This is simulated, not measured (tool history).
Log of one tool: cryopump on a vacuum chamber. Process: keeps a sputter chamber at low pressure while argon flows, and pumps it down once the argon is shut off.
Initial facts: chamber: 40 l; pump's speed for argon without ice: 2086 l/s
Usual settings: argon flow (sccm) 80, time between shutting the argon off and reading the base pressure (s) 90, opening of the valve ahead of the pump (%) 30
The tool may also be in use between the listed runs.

| run | hour | argon flow (sccm) | time between shutting the argon off and reading the base pressure (s) | opening of the valve ahead of the pump (%) | pressure while argon flows (Pa) | pressure after the wait (uPa) |
|---|---|---|---|---|---|---|
| 1 | 0 | 80 | 90 | 30 | 0.2227 | 0.6 |
| 2 | 33 | 93 | 90 | 30 | 0.2606 | 0.54 |
| 3 | 79.5 | 93 | 90 | 30 | 0.2618 | 0.58 |
| 4 | 120.5 | 80 | 82 | 30 | 0.2252 | 0.6 |
| 5 | 143.4 | 80 | 82 | 30 | 0.2241 | 0.6 |
| 6 | 178.7 | 35 | 82 | 30 | 0.0984 | 0.63 |
| 7 | 201.5 | 35 | 82 | 28 | 0.1044 | 0.6 |
| 8 | 235.7 | 35 | 82 | 28 | 0.1055 | 0.63 |
| 9 | 277.6 | 35 | 82 | 28 | 0.1056 | 0.64 |
| 10 | 310.7 | 80 | 39 | 30 | 0.225 | 0.93 |
| 11 | 363.5 | 80 | 90 | 18 | 0.3706 | 0.57 |
| 12 | 394 | 80 | 90 | 30 | 0.2277 | 0.58 |
| 13 | 425 | 80 | 90 | 30 | 0.2269 | 0.63 |
| 14 | 448.2 | 80 | 128 | 30 | 0.2292 | 0.53 |
| 15 | 494.2 | 80 | 90 | 30 | 0.2279 | 0.59 |
| 16 | 531.4 | 80 | 91 | 30 | 0.2295 | 0.63 |
| 17 | 579.9 | 80 | 91 | 30 | 0.2289 | 0.64 |
| 18 | 610.2 | 80 | 91 | 30 | 0.2294 | 0.62 |
| 19 | 660.5 | 80 | 90 | 51 | 0.1407 | 0.64 |
| 20 | 690 | 80 | 25 | 20 | 0.3391 | 1.21 |
| 21 | 725.1 | 138 | 65 | 26 | 0.456 | 0.74 |
| 22 | 774 | 42 | 45 | 17 | 0.2072 | 0.93 |
| 23 | 796.2 | 38 | 291 | 29 | 0.1151 | 0.43 |
| 24 | 833.3 | 144 | 275 | 32 | 0.3936 | 0.49 |
| 25 | 876.8 | 66 | 97 | 32 | 0.1803 | 0.64 |
| 26 | 914.2 | 138 | 32 | 25 | 0.4777 | 1.12 |
| 27 | 937.5 | 138 | 32 | 25 | 0.478 | 1.16 |
| 28 | 981.6 | 76 | 161 | 37 | 0.1837 | 0.59 |
| 29 | 1012.1 | 76 | 161 | 37 | 0.1841 | 0.62 |
| 30 | 1040.1 | 67 | 38 | 18 | 0.3151 | 1.03 |
| 31 | 1077.6 | 67 | 38 | 18 | 0.3157 | 1.03 |

Forecast each of these 3 alternatives for the next run:
| A | 1122 | 80 | 34 | 30 | ? | ? |
| B | 1122 | 127 | 212 | 30 | ? | ? |
| C | 1122 | 67 | 22 | 18 | ? | ? |

| run | pressure while argon flows (Pa) | pressure after the wait (uPa) |
|---|---|---|
| A | 0.2343 | 1.09 |
| B | 0.3725 | 0.54 |
| C | 0.3179 | 1.43 |
What these runs would have given with no unlogged condition in the tool:
| run | pressure while argon flows (Pa) | pressure after the wait (uPa) |
|---|---|---|
| A | 0.2152 | 0.78 |
| B | 0.3421 | 0.23 |
| C | 0.3017 | 1.12 |
